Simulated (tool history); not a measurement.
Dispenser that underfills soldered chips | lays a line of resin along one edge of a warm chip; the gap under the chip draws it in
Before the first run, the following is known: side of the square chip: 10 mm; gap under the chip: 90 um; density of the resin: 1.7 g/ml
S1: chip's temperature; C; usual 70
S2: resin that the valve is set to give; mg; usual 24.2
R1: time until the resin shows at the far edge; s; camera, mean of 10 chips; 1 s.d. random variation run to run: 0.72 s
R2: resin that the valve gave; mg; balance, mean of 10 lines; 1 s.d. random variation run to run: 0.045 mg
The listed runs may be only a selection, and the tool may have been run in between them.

Run 1, day 0: usual settings. Result: R1 69.4 s, R2 23.55 mg.
Run 2, day 0.167: usual settings. Result: R1 76.5 s, R2 23.49 mg.
Run 3, day 0.321: usual settings. Result: R1 81.9 s, R2 23.48 mg.
Run 4, day 0.496: usual settings but S1 65 C. Result: R1 114.5 s, R2 23.39 mg.
At day 0.625: new syringe of resin.
Run 5, day 0.688: usual settings but S1 65 C. Result: R1 88.4 s, R2 23.45 mg.
At day 0.792: dispensing valve cleaned and set on the balance.
Run 6, day 0.896: usual settings but S1 69 C. Result: R1 79.1 s, R2 24.22 mg.
Run 7, day 1.05: usual settings but S1 69 C. Result: R1 84.4 s, R2 24.22 mg.
Run 8, day 1.354: usual settings but S1 69 C, S2 26.5 mg. Result: R1 98.8 s, R2 26.28 mg.
At day 1.433: new syringe of resin.
Run 9, day 1.538: usual settings but S1 69 C, S2 26.5 mg. Result: R1 72.1 s, R2 26.33 mg.
Run 10, day 1.829: usual settings but S1 69 C, S2 26.5 mg. Result: R1 84.1 s, R2 26.3 mg.
Run 11, day 2.004: usual settings but S1 62 C. Result: R1 134.3 s, R2 24.05 mg.
At day 2.188: new syringe of resin.
Run 12, day 2.188: usual settings but S1 78 C. Result: R1 45.9 s, R2 24 mg.
Run 13, day 2.388: usual settings but S1 78 C. Result: R1 50.5 s, R2 23.92 mg.
Run 14, day 2.571: usual settings. Result: R1 80.9 s, R2 23.88 mg.
Run 15, day 2.783: usual settings. Result: R1 92.1 s, R2 23.87 mg.
At day 2.942: new syringe of resin.
Run 16, day 3.017: usual settings but S1 82 C. Result: R1 39.3 s, R2 23.82 mg.
Run 17, day 3.262: usual settings but S1 82 C. Result: R1 44.6 s, R2 23.81 mg.
Run 18, day 3.408: usual settings but S1 58 C. Result: R1 155.4 s, R2 23.74 mg.
At day 3.688: new syringe of resin.
Run 19, day 3.696: usual settings but S1 58 C. Result: R1 118.2 s, R2 23.65 mg.
Run 20, day 3.854: usual settings but S1 56 C, S2 25.3 mg. Result: R1 145.4 s, R2 24.77 mg.
Run 21, day 4.042: usual settings but S1 66 C, S2 23.7 mg. Result: R1 95.2 s, R2 23.12 mg.
Run 22, day 4.242: usual settings but S1 66 C, S2 23.7 mg. Result: R1 107.2 s, R2 23.07 mg.
Run 23, day 4.4: usual settings but S1 81 C, S2 31 mg. Result: R1 55.2 s, R2 30.19 mg.
At day 4.438: new syringe of resin.
At day 4.725: dispensing valve cleaned and set on the balance.
Run 24, day 4.725: usual settings but S1 69 C, S2 23.6 mg. Result: R1 79.7 s, R2 23.61 mg.
Run 25, day 4.942: usual settings but S1 69 C, S2 23.6 mg. Result: R1 89.9 s, R2 23.49 mg.
Run 26, day 5.096: usual settings but S1 63 C, S2 25 mg. Result: R1 125.9 s, R2 24.87 mg.
At day 5.233: new syringe of resin.
Run 27, day 5.404: usual settings but S1 63 C, S2 25 mg. Result: R1 103.1 s, R2 24.86 mg.
Run 28, day 5.596: usual settings but S1 63 C, S2 25 mg. Result: R1 114.2 s, R2 24.87 mg.
Run 29, day 5.746: usual settings but S1 63 C, S2 25 mg. Result: R1 126.1 s, R2 24.74 mg.
Run 30, day 5.917: usual settings but S1 73 C, S2 25 mg. Result: R1 84.2 s, R2 24.74 mg.
At day 5.992: new syringe of resin.
Run 31, day 6.204: usual settings but S1 73 C, S2 25 mg. Result: R1 64.3 s, R2 24.75 mg.
Run 32, day 6.471: usual settings but S1 66 C, S2 23.2 mg. Result: R1 102 s, R2 22.92 mg.
At day 6.742: new syringe of resin.
Run 33, day 6.746: usual settings but S1 66 C, S2 23.2 mg. Result: R1 80.8 s, R2 22.83 mg.
Run 34, day 7.008: usual settings but S1 66 C, S2 23.4 mg. Result: R1 91.6 s, R2 23.03 mg.
Run 35, day 7.142: usual settings but S1 73 C, S2 21.3 mg. Result: R1 72.4 s, R2 20.87 mg.
Run 36, day 7.279: usual settings but S1 61 C, S2 24.9 mg. Result: R1 135.3 s, R2 24.51 mg.

How would selected steps in R1 from run to run divide? Give the signed amount a tool lacking its hidden state would still show from settings, what came in and random variation, and the signed amount left for the hidden state, including any gauge scatter that is not in both of the compared results.
The tool's hidden condition here consists of: resin's viscosity, % of fresh resin's; dose that the valve gives, % of what is set; true chip temperature over the reading, C; drift of the gauge itself on fill_s, %; drift of the gauge itself on given_mg, %.
Run 11 -> 12: S1 62 -> 78, new syringe of resin. R1 -88.4 s: hidden state -33.7, all else -54.7.
Run 17 -> 18: S1 82 -> 58. R1 +110.8 s: hidden state +27.2, all else +83.6.
Run 18 -> 19: new syringe of resin. R1 -37.2 s: hidden state -33.9, all else -3.3.
Run 35 -> 36: S1 73 -> 61, S2 21.3 -> 24.9. R1 +62.9 s: hidden state +19.2, all else +43.7.

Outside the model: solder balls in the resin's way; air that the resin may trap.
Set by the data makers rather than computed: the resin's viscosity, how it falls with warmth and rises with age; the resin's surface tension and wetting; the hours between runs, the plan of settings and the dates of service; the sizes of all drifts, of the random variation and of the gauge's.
